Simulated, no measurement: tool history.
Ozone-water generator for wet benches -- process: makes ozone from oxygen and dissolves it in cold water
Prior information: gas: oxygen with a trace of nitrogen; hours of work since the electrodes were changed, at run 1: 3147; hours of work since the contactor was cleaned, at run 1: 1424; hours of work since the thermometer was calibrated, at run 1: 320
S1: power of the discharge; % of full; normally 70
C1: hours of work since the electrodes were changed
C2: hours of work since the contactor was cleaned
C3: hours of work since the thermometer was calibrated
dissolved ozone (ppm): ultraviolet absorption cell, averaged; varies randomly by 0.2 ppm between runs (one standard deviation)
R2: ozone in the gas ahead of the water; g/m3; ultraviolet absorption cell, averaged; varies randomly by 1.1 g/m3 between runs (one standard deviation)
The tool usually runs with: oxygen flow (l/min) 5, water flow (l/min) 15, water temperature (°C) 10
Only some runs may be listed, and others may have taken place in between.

{"run": 1, "hour": 0.0, "S1": 70, "oxygen flow (l/min)": 5, "water flow (l/min)": 15, "water temperature (°C)": 10, "C1": 3147, "C2": 1424, "C3": 320, "dissolved ozone (ppm)": 29.5, "R2": 198.6}
{"run": 2, "hour": 122.4, "S1": 70, "oxygen flow (l/min)": 6.27, "water flow (l/min)": 15, "water temperature (°C)": 10, "C1": 3222, "C2": 1500, "C3": 396, "dissolved ozone (ppm)": 30.8, "R2": 180.3}
{"run": 3, "hour": 192.9, "S1": 70, "oxygen flow (l/min)": 6.27, "water flow (l/min)": 15, "water temperature (°C)": 10, "C1": 3266, "C2": 1543, "C3": 439, "dissolved ozone (ppm)": 30.5, "R2": 182.1}
{"run": 4, "hour": 293.1, "S1": 70, "oxygen flow (l/min)": 6.27, "water flow (l/min)": 15, "water temperature (°C)": 10, "C1": 3327, "C2": 1605, "C3": 501, "dissolved ozone (ppm)": 31.1, "R2": 179.8}
{"run": 5, "hour": 366.4, "S1": 70, "oxygen flow (l/min)": 6.27, "water flow (l/min)": 15, "water temperature (°C)": 10, "C1": 3373, "C2": 1650, "C3": 546, "dissolved ozone (ppm)": 30.6, "R2": 181.9}
{"run": 6, "hour": 480.5, "S1": 70, "oxygen flow (l/min)": 6.27, "water flow (l/min)": 15, "water temperature (°C)": 10, "C1": 3443, "C2": 1721, "C3": 616, "dissolved ozone (ppm)": 30.5, "R2": 179.8}
{"run": 7, "hour": 574.6, "S1": 70, "oxygen flow (l/min)": 6.27, "water flow (l/min)": 15, "water temperature (°C)": 10, "C1": 3501, "C2": 1779, "C3": 674, "dissolved ozone (ppm)": 31, "R2": 180.5}
{"run": 8, "hour": 657.9, "S1": 70, "oxygen flow (l/min)": 6.27, "water flow (l/min)": 15, "water temperature (°C)": 10, "C1": 3552, "C2": 1830, "C3": 726, "dissolved ozone (ppm)": 30.5, "R2": 180.7}
{"run": 9, "hour": 753.9, "S1": 70, "oxygen flow (l/min)": 6.84, "water flow (l/min)": 15, "water temperature (°C)": 10, "C1": 3612, "C2": 1889, "C3": 785, "dissolved ozone (ppm)": 31.3, "R2": 175.1}
{"run": 10, "hour": 889.9, "S1": 70, "oxygen flow (l/min)": 2.78, "water flow (l/min)": 20, "water temperature (°C)": 12, "C1": 3695, "C2": 1973, "C3": 869, "dissolved ozone (ppm)": 18.6, "R2": 235.2}
{"run": 11, "hour": 963.0, "S1": 70, "oxygen flow (l/min)": 2.78, "water flow (l/min)": 10, "water temperature (°C)": 8, "C1": 3741, "C2": 2018, "C3": 914, "dissolved ozone (ppm)": 35.9, "R2": 234.8}
{"run": 12, "hour": 1021.1, "S1": 56, "oxygen flow (l/min)": 4.81, "water flow (l/min)": 11, "water temperature (°C)": 10, "C1": 3776, "C2": 2054, "C3": 950, "dissolved ozone (ppm)": 32.1, "R2": 174}
{"run": 13, "hour": 1077.3, "S1": 56, "oxygen flow (l/min)": 4.81, "water flow (l/min)": 11, "water temperature (°C)": 10, "C1": 3811, "C2": 2089, "C3": 984, "dissolved ozone (ppm)": 32.3, "R2": 174.1}
{"run": 14, "hour": 1175.5, "S1": 56, "oxygen flow (l/min)": 4.81, "water flow (l/min)": 15, "water temperature (°C)": 11, "C1": 3872, "C2": 2149, "C3": 1045, "dissolved ozone (ppm)": 25.7, "R2": 175.2}
{"run": 15, "hour": 1312.9, "S1": 95, "oxygen flow (l/min)": 2.91, "water flow (l/min)": 16, "water temperature (°C)": 7, "C1": 3956, "C2": 2234, "C3": 1130, "dissolved ozone (ppm)": 28.8, "R2": 271.7}
{"run": 16, "hour": 1408.8, "S1": 70, "oxygen flow (l/min)": 5.22, "water flow (l/min)": 12, "water temperature (°C)": 10, "C1": 4015, "C2": 2293, "C3": 1189, "dissolved ozone (ppm)": 35, "R2": 187.7}
{"run": 17, "hour": 1495.6, "S1": 60, "oxygen flow (l/min)": 5.22, "water flow (l/min)": 23, "water temperature (°C)": 12, "C1": 4069, "C2": 2347, "C3": 1242, "dissolved ozone (ppm)": 19, "R2": 173.6}

3 ways to go on from here, each from the tool as it stands after run 17. What would each give?
{"run": "A", "hour": 1631.3, "S1": 60, "oxygen flow (l/min)": 3.48, "water flow (l/min)": 16, "water temperature (°C)": 5, "C1": 4153, "C2": 2430, "C3": 1326, "dissolved ozone (ppm)": "?", "R2": "?"}
{"run": "B", "hour": 1631.3, "S1": 69, "oxygen flow (l/min)": 5, "water flow (l/min)": 10, "water temperature (°C)": 14, "C1": 4153, "C2": 2430, "C3": 1326, "dissolved ozone (ppm)": "?", "R2": "?"}
{"run": "C", "hour": 1631.3, "S1": 47, "oxygen flow (l/min)": 5.22, "water flow (l/min)": 17, "water temperature (°C)": 12, "C1": 4153, "C2": 2430, "C3": 1326, "dissolved ozone (ppm)": "?", "R2": "?"}

run=A dissolved_ozone_(ppm)=24.5 R2=198.8
run=B dissolved_ozone_(ppm)=36 R2=190.5
run=C dissolved_ozone_(ppm)=20.9 R2=149.5
The same runs, with their run-to-run variation unchanged, on a tool lacking any hidden condition would have given:
run=A dissolved_ozone_(ppm)=24.5 R2=203.6
run=B dissolved_ozone_(ppm)=36 R2=195.1
run=C dissolved_ozone_(ppm)=21 R2=153.1

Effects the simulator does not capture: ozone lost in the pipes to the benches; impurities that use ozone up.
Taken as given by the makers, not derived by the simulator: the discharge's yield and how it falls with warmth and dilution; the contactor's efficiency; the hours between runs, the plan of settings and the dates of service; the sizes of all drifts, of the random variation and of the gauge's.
